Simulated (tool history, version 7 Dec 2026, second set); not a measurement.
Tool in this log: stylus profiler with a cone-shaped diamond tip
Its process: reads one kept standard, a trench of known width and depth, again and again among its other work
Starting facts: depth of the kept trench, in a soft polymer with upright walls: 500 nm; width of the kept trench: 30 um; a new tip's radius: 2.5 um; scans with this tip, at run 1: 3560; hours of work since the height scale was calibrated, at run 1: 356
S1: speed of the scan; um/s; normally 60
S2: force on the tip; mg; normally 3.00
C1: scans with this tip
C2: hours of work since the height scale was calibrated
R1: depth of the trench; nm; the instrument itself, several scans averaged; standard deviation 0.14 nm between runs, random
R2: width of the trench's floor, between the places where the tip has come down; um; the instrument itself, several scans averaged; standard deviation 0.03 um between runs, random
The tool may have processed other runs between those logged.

run 1 hour=0.0 | S1=60 S2=3.00 | C1=3560 C2=356 | R1=510.47 R2=26.35
run 2 hour=23.5 | S1=95 S2=3.00 | C1=3721 C2=372 | R1=509.97 R2=26.19
run 3 hour=39.8 | S1=95 S2=3.00 | C1=3833 C2=383 | R1=510.11 R2=26.16
run 4 hour=51.0 | S1=95 S2=3.00 | C1=3910 C2=390 | R1=510.36 R2=26.13
run 5 hour=63.8 | S1=95 S2=3.00 | C1=3997 C2=399 | R1=510.16 R2=26.11
run 6 hour=75.9 | S1=60 S2=3.00 | C1=4080 C2=408 | R1=510.15 R2=26.32
run 7 hour=93.8 | S1=60 S2=3.00 | C1=4203 C2=420 | R1=510.09 R2=26.33
run 8 hour=112.3 | S1=121 S2=3.00 | C1=4330 C2=432 | R1=510.19 R2=25.89
run 9 hour=123.9 | S1=60 S2=1.19 | C1=4409 C2=440 | R1=506.19 R2=26.10
run 10 hour=136.8 | S1=60 S2=1.19 | C1=4497 C2=449 | R1=506.09 R2=26.11
run 11 hour=155.6 | S1=60 S2=3.27 | C1=4626 C2=462 | R1=511.08 R2=26.29
run 12 hour=177.8 | S1=63 S2=7.64 | C1=4779 C2=477 | R1=518.31 R2=26.39
run 13 hour=195.2 | S1=29 S2=2.52 | C1=4898 C2=489 | R1=509.60 R2=26.43
run 14 hour=216.8 | S1=29 S2=2.52 | C1=5046 C2=504 | R1=509.21 R2=26.44
run 15 hour=233.9 | S1=139 S2=4.45 | C1=5163 C2=516 | R1=512.96 R2=25.96
run 16 hour=246.6 | S1=27 S2=7.84 | C1=5250 C2=524 | R1=518.80 R2=26.42
run 17 hour=264.2 | S1=128 S2=2.60 | C1=5371 C2=536 | R1=509.61 R2=25.77
run 18 hour=280.6 | S1=203 S2=7.27 | C1=5484 C2=548 | R1=517.84 R2=25.78
run 19 hour=302.6 | S1=203 S2=7.27 | C1=5634 C2=563 | R1=517.90 R2=25.77
run 20 hour=320.1 | S1=17 S2=6.59 | C1=5754 C2=575 | R1=517.11 R2=26.46

4 ways to go on from here, each from the tool as it stands after run 20. What would each give?
run A hour=342.6 | S1=18 S2=2.59 | C1=5909 C2=590 | R1=? R2=?
run B hour=342.6 | S1=64 S2=1.94 | C1=5909 C2=590 | R1=? R2=?
run C hour=342.6 | S1=21 S2=6.59 | C1=5909 C2=590 | R1=? R2=?
run D hour=342.6 | S1=42 S2=5.53 | C1=5909 C2=590 | R1=? R2=?

run=A R1=509.88 R2=26.37
run=B R1=508.18 R2=26.04
run=C R1=516.92 R2=26.41
run=D R1=515.48 R2=26.38
Had the tool no hidden state, the same runs would have come out as:
run=A R1=508.24 R2=26.87
run=B R1=506.55 R2=26.54
run=C R1=515.26 R2=26.91
run=D R1=513.83 R2=26.88
